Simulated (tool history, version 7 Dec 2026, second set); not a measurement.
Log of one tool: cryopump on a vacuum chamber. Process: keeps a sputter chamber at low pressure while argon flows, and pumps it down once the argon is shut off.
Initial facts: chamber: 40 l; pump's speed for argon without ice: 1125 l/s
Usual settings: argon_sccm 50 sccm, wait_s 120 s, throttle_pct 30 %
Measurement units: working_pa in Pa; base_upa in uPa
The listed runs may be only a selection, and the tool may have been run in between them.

run    hour  argon_sccm  wait_s  throttle_pct  working_pa  base_upa
  1       0          50     120            30      0.2676      4.24
       53.2  -- pump warmed up, emptied and cooled again
  2   125.6          50     120            30      0.2541       3.9
  3   239.9          50     120            30      0.2587      4.09
  4     327          50     179            30      0.2641      4.04
  5   430.4          50     179            30      0.2706      4.41
      458.9  -- pump warmed up, emptied and cooled again
        497  -- leaking fittings of the chamber tightened, without venting
  6   497.5          50     120            41       0.187       1.4
  7   551.5          50     120            56      0.1379      1.46
  8   647.7          50     120            56      0.1422      1.53
  9   769.1          50     120            30      0.2633      1.58
      865.5  -- pump warmed up, emptied and cooled again
 10   889.9          50     120            30      0.2513       1.7
 11   961.7          50     120            30      0.2565      1.79
 12  1093.1          50      28            30      0.2595      5.41
 13    1159          50     246            30       0.265      1.48
 14  1249.3          20     120            30      0.1074      2.17
     1271.8  -- pump warmed up, emptied and cooled again
 15    1330          20     120            30      0.1021      2.01
 16  1444.3          20     120            30      0.1042      2.13
 17  1507.8          20     120            30      0.1042      2.19
 18  1629.2          29     120            38      0.1233      2.46
     1677.3  -- pump warmed up, emptied and cooled again
 19  1703.8          29     120            38      0.1159      2.33
 20    1832          29      45            31      0.1444      4.17
 21  1888.9          95      45            54      0.2853       4.3
 22  1955.2          73      36            17      0.6664      5.07
     2081.2  -- pump warmed up, emptied and cooled again
 23  2089.7          73      36            17      0.6438      5.24
 24  2204.7          73      36            17       0.653      5.24
 25  2260.4          87     120            30      0.4533      2.85
 26  2333.3          49     120            30      0.2572      2.98
 27  2455.5          33     235            56      0.0997      2.74
     2485.4  -- pump warmed up, emptied and cooled again
 28  2538.9          33     235            36      0.1392       2.4
 29  2667.6          43     120            30      0.2253      3.23
 30  2733.6          43     120            30      0.2277       3.3
 31  2808.4          40     120            30      0.2123      3.38
     2887.7  -- pump warmed up, emptied and cooled again
 32  2899.3          50      99            25      0.3037      3.48

3 options for the next run, each taken on its own from the tool as it stands now. Forecast them:
  A  3003.4          50     120            15           ?         ?
  B  3003.4          61      84            24           ?         ?
  C  3003.4          50      35            30           ?         ?

run  working_pa  base_upa
  A      0.5074      3.38
  B      0.3894      3.83
  C      0.2599         6
What these runs would have given with no unlogged condition in the tool:
run  working_pa  base_upa
  A      0.4997      1.34
  B        0.38      1.77
  C      0.2522      3.95

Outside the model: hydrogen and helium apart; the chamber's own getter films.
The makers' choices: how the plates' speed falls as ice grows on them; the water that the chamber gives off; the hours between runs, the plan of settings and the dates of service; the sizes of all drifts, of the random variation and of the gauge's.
